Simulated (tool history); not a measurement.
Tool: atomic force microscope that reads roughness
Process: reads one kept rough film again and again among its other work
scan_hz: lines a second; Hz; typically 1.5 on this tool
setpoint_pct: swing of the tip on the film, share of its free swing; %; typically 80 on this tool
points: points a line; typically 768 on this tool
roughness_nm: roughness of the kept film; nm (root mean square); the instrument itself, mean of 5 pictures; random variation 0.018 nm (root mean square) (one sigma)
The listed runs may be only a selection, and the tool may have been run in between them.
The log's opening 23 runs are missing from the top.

run    hour  scan_hz  setpoint_pct  points  pictures with this tip  hours of work since the height scale was calibrated  roughness_nm
 24   794.4     2.55            80     768                     159                                                 1379         3.385
 25     844      1.5            57     485                     207                                                 1402         3.568
 26   868.9     1.02            89     562                     231                                                 1414         3.303
 27   895.7     1.02            89     562                     258                                                 1427         3.219
 28   926.8     1.37            63    1012                     288                                                 1442         3.301
 29   956.8     1.37            63    1012                     317                                                 1456         3.219
      983.8  -- new tip fitted
 30    1004     1.37            63    1012                      19                                                 1479         4.432
 31  1038.7     1.32            76     768                      53                                                 1495         4.147
 32  1081.1      1.5            80     765                      95                                                 1515         3.876
 33  1114.6      1.5            80     765                     127                                                 1531         3.741
 34  1161.3      1.5            80     346                     173                                                 1554         3.569
 35  1214.9     0.65            76     324                     225                                                 1579         3.528
 36    1258     0.68            88     497                     267                                                 1600         3.328
 37    1290     2.07            85     768                     298                                                 1615         3.012
 38  1316.1     0.66            76     906                     323                                                 1628         3.231
     1336.3  -- new tip fitted
 39  1339.9     0.66            89     355                       3                                                 1639         4.368
 40  1369.1     1.01            69     539                      31                                                 1653         4.361

Each row is a separate what-if for the run after 40, all from the same tool condition, not one after another. Results?
  A  1406.7     3.21            68     655                      68                                                 1671             ?
  B  1406.7     2.56            80     768                      68                                                 1671             ?
  C  1406.7     0.57            86     479                      68                                                 1671             ?

run  roughness_nm
  A         3.962
  B         3.808
  C         4.107
What these runs would have given with no unlogged condition in the tool:
run  roughness_nm
  A         4.277
  B         4.112
  C         4.435

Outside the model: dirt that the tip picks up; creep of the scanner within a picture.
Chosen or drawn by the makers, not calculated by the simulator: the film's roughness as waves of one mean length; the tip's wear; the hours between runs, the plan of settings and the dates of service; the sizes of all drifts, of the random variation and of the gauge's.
